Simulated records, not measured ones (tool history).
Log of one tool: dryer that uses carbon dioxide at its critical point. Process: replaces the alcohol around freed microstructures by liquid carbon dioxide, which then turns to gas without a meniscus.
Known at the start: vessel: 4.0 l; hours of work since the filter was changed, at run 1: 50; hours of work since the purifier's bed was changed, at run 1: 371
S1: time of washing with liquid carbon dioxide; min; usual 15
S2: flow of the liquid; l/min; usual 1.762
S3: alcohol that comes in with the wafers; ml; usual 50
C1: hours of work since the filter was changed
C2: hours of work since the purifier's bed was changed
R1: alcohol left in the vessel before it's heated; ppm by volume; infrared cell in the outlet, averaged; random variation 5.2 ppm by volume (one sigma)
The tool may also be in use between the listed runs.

run   hour  S1     S2   S3   C1   C2    R1
  1    0.0  15  1.762   50   50  371   158
  2   23.7  15  1.762   50   59  380   158
  3   45.5  15  1.762   50   68  389   164
  4   68.1  15  1.762   50   77  397   174
  5   98.1  15  1.762   50   88  409   178
  6  117.1  15  1.460   50   96  416   292
  7  145.6  15  1.762   50  107  427   174
  8  176.2  15  1.500   50  119  439   278
  9  199.5  15  1.500   50  128  448   291
 10  229.5  15  1.170   50  140  460   575
 11  259.5  15  1.170   50  151  472   584
 12  279.7  15  1.170   50  159  480   579
 13  309.9  23  1.762   44  171  491   101
 14  324.1  14  1.720   50  176  497   268
 15  354.2  14  1.720   50  188  509   254
 16  379.8  14  1.720   50  198  519   267
 17  399.4  14  1.230  114  206  526  1356
 18  423.4  14  1.230  114  215  536  1333
 19  442.1  10  1.400   87  222  543  1862
 20  457.1  10  1.400   87  228  549  1831

Forecast each of these 5 alternatives for the next run:
  A  481.3  10  1.780   39  238  558   ?
  B  481.3  10  1.400   87  238  558   ?
  C  481.3  10  1.070  119  238  558   ?
  D  481.3  10  1.400   95  238  558   ?
  E  481.3  10  1.400   87  238  558   ?

run    R1
  A   517
  B  1868
  C  4361
  D  2060
  E  1894
Without the tool's hidden state the same runs would have given:
run    R1
  A   330
  B  1475
  C  3703
  D  1635
  E  1495
